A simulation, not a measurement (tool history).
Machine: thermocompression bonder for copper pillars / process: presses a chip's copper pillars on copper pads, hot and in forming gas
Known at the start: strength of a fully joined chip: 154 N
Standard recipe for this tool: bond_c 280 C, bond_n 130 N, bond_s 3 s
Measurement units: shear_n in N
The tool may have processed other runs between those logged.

| run | hour | bond_c | bond_n | bond_s | shear_n |
|---|---|---|---|---|---|
| 1 | 0 | 280 | 130 | 3 | 106.8 |
| 2 | 8.8 | 280 | 130 | 3 | 106.5 |
| 3 | 17.3 | 280 | 130 | 3 | 106.1 |
| 4 | 24.2 | 280 | 130 | 3 | 106.7 |
| 5 | 32 | 280 | 130 | 3 | 106.8 |
| 6 | 38.6 | 280 | 138 | 3 | 109.2 |
| 7 | 45.4 | 280 | 152 | 3 | 113.8 |
| 8 | 53.4 | 280 | 152 | 3 | 112.9 |
| 9 | 59 | 280 | 130 | 4 | 115 |
| 10 | 63.9 | 280 | 130 | 4 | 114.3 |
| 11 | 70.1 | 280 | 130 | 3 | 106.4 |
| 12 | 78.1 | 280 | 184 | 3 | 121.3 |
| 13 | 84.1 | 280 | 184 | 3 | 121.8 |
| 14 | 92.5 | 280 | 130 | 3 | 106.7 |
| 15 | 97.7 | 280 | 130 | 2 | 95 |
| 16 | 105.7 | 280 | 130 | 3 | 106.6 |
| 17 | 112.8 | 280 | 130 | 3 | 106.8 |
| 18 | 120.3 | 280 | 130 | 3 | 106.6 |
| 19 | 124.6 | 280 | 130 | 3 | 105.9 |
| 20 | 133.4 | 280 | 130 | 3 | 106.6 |
| 21 | 137.6 | 307 | 130 | 3 | 122.9 |
| 22 | 143.6 | 254 | 130 | 3 | 88.1 |
| 23 | 147.6 | 254 | 130 | 3 | 87.9 |
| 24 | 155.1 | 272 | 89 | 8 | 110.6 |
| 25 | 159.8 | 272 | 89 | 8 | 110.1 |
| 26 | 169.4 | 283 | 89 | 4 | 99 |
| 27 | 173.9 | 269 | 89 | 2 | 71 |
| 28 | 177.8 | 280 | 130 | 4 | 114 |
| 29 | 187.1 | 264 | 130 | 6 | 114.5 |
| 30 | 195.1 | 292 | 118 | 3 | 109.7 |
| 31 | 201.8 | 292 | 181 | 4 | 134.8 |
| 32 | 210.1 | 303 | 82 | 4 | 108.6 |
| 33 | 217.8 | 297 | 186 | 4 | 137.2 |
| 34 | 222.1 | 297 | 186 | 4 | 136.9 |
| 35 | 226.6 | 297 | 144 | 2 | 111.1 |
|  | 227.9 | forming gas filter changed |
| 36 | 232.9 | 296 | 92 | 2 | 89 |
| 37 | 237.1 | 280 | 177 | 5 | 131.9 |
| 38 | 244.2 | 280 | 101 | 5 | 109.9 |
| 39 | 253.7 | 280 | 101 | 5 | 109.3 |
| 40 | 259.1 | 297 | 130 | 2 | 106.4 |
| 41 | 267.5 | 297 | 130 | 2 | 106.1 |

Each row is a separate what-if for the run after 41, all from the same tool condition, not one after another. Results?
| A | 271.9 | 280 | 96 | 7 | ? |
| B | 271.9 | 297 | 130 | 6 | ? |
| C | 271.9 | 297 | 112 | 2 | ? |

| run | shear_n |
|---|---|
| A | 115.8 |
| B | 133.1 |
| C | 98.9 |
Without the tool's hidden state the same runs would have given:
| run | shear_n |
|---|---|
| A | 115.5 |
| B | 132.9 |
| C | 98.6 |
